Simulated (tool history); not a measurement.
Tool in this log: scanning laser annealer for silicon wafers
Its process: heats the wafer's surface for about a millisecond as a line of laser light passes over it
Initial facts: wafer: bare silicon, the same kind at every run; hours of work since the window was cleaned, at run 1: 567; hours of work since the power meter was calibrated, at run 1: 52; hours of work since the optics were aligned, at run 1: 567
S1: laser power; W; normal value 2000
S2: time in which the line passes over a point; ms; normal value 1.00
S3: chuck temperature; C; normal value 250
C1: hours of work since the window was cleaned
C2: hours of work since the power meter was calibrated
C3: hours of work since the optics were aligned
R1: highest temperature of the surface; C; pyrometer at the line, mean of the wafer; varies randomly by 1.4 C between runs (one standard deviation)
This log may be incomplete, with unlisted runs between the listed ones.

Run 1, day 0.000: usual settings; C1 567; C2 52; C3 567. Result: R1 1047 C.
Run 2, day 0.833: usual settings; C1 582; C2 67; C3 582. Result: R1 1046 C.
Run 3, day 1.504: usual settings but S2 1.09 ms; C1 595; C2 79; C3 595. Result: R1 1089 C.
Run 4, day 2.279: usual settings; C1 609; C2 94; C3 609. Result: R1 1047 C.
Run 5, day 2.708: usual settings; C1 617; C2 102; C3 617. Result: R1 1045 C.
Run 6, day 3.658: usual settings; C1 635; C2 119; C3 635. Result: R1 1045 C.
Run 7, day 4.425: usual settings but S1 2164 W; C1 649; C2 134; C3 649. Result: R1 1112 C.
Run 8, day 5.346: usual settings but S3 270 C; C1 666; C2 151; C3 666. Result: R1 1064 C.
Run 9, day 6.138: usual settings but S3 270 C; C1 680; C2 165; C3 680. Result: R1 1064 C.
Run 10, day 6.788: usual settings but S3 270 C; C1 692; C2 177; C3 692. Result: R1 1068 C.
Run 11, day 7.658: usual settings but S2 0.85 ms, S3 270 C; C1 709; C2 193; C3 709. Result: R1 993 C.
At day 7.917: window over the wafer cleaned.
At day 8.325: optics aligned, line set to its width.
Run 12, day 8.554: usual settings; C1 8; C2 205; C3 4. Result: R1 1050 C.
Run 13, day 9.342: usual settings; C1 22; C2 219; C3 19. Result: R1 1050 C.
Run 14, day 9.979: usual settings but S2 0.92 ms; C1 34; C2 231; C3 31. Result: R1 1012 C.
At day 10.146: window over the wafer cleaned, once more.
Run 15, day 10.733: usual settings; C1 11; C2 243; C3 43. Result: R1 1075 C.
Run 16, day 11.392: usual settings; C1 23; C2 256; C3 55. Result: R1 1072 C.
Run 17, day 11.992: usual settings but S3 260 C; C1 34; C2 267; C3 66. Result: R1 1081 C.
Run 18, day 12.592: usual settings but S3 260 C; C1 45; C2 278; C3 77. Result: R1 1082 C.
Run 19, day 13.221: usual settings but S3 260 C; C1 57; C2 289; C3 89. Result: R1 1081 C.
Run 20, day 13.788: usual settings but S3 260 C; C1 67; C2 300; C3 100. Result: R1 1081 C.
Run 21, day 14.408: usual settings but S1 1904 W, S3 260 C; C1 79; C2 311; C3 111. Result: R1 1040 C.
Run 22, day 14.838: usual settings but S1 2182 W, S3 234 C; C1 87; C2 319; C3 119. Result: R1 1128 C.
Run 23, day 15.317: usual settings but S1 2182 W, S3 234 C; C1 96; C2 328; C3 128. Result: R1 1127 C.
Run 24, day 15.788: usual settings but S1 1880 W, S2 1.07 ms, S3 216 C; C1 104; C2 337; C3 137. Result: R1 1015 C.
Run 25, day 16.588: usual settings but S1 1880 W, S2 1.07 ms, S3 216 C; C1 119; C2 352; C3 152. Result: R1 1013 C.
Run 26, day 17.033: usual settings but S2 1.20 ms, S3 243 C; C1 128; C2 360; C3 160. Result: R1 1153 C.
Run 27, day 17.462: usual settings but S1 1878 W, S2 0.75 ms, S3 277 C; C1 135; C2 368; C3 168. Result: R1 924 C.
Run 28, day 17.946: usual settings but S1 1878 W, S2 0.75 ms, S3 277 C; C1 144; C2 377; C3 177. Result: R1 926 C.
Run 29, day 18.362: usual settings but S1 1878 W, S2 0.75 ms, S3 277 C; C1 152; C2 385; C3 184. Result: R1 926 C.
Run 30, day 18.817: usual settings but S1 1815 W, S2 0.87 ms, S3 276 C; C1 161; C2 393; C3 193. Result: R1 960 C.
Run 31, day 19.583: usual settings but S2 0.73 ms; C1 175; C2 407; C3 207. Result: R1 932 C.
Run 32, day 20.092: usual settings but S1 1715 W, S3 241 C; C1 184; C2 417; C3 216. Result: R1 936 C.
Run 33, day 20.729: usual settings but S1 2112 W, S2 1.17 ms, S3 258 C; C1 196; C2 429; C3 228. Result: R1 1204 C.
Run 34, day 21.192: usual settings but S1 2112 W, S2 1.17 ms, S3 258 C; C1 205; C2 437; C3 237. Result: R1 1203 C.
Run 35, day 21.938: usual settings but S1 1748 W, S2 1.13 ms; C1 218; C2 451; C3 251. Result: R1 1012 C.
Run 36, day 22.617: usual settings but S1 1840 W, S2 0.97 ms, S3 234 C; C1 231; C2 463; C3 263. Result: R1 966 C.
Run 37, day 23.275: usual settings but S1 1840 W, S2 0.97 ms, S3 234 C; C1 243; C2 476; C3 275. Result: R1 968 C.
Run 38, day 23.846: usual settings but S1 1840 W, S2 0.97 ms, S3 234 C; C1 254; C2 486; C3 286. Result: R1 969 C.
Run 39, day 24.767: usual settings but S1 2185 W, S2 0.81 ms, S3 268 C; C1 271; C2 503; C3 303. Result: R1 1056 C.

A few steps of R1 between consecutive runs. Split each: what settings, incoming material and random variation would produce without the hidden state, and what is left over for the hidden state, along with gauge scatter present in only one of the two compared results (measured, and without hidden state):
Unlogged tool condition in this case: light that passes the window, % of a clean one's; laser's true power over the reading, %; width of the line over the set one, %; drift of the gauge itself on peak_c, C.
Run 6 -> 7: S1 2000 -> 2164. R1 +67 C: hidden state -3, all else +70.
Run 14 -> 15: S2 0.92 -> 1.00, window over the wafer cleaned, once more. R1 +63 C: hidden state +22, all else +41.
Run 26 -> 27: S1 2000 -> 1878, S2 1.20 -> 0.75, S3 243 -> 277. R1 -229 C: hidden state +2, all else -231.
Run 32 -> 33: S1 1715 -> 2112, S2 1.00 -> 1.17, S3 241 -> 258. R1 +268 C: hidden state -4, all else +272.
Run 34 -> 35: S1 2112 -> 1748, S2 1.17 -> 1.13, S3 258 -> 250. R1 -191 C: hidden state +2, all else -193.
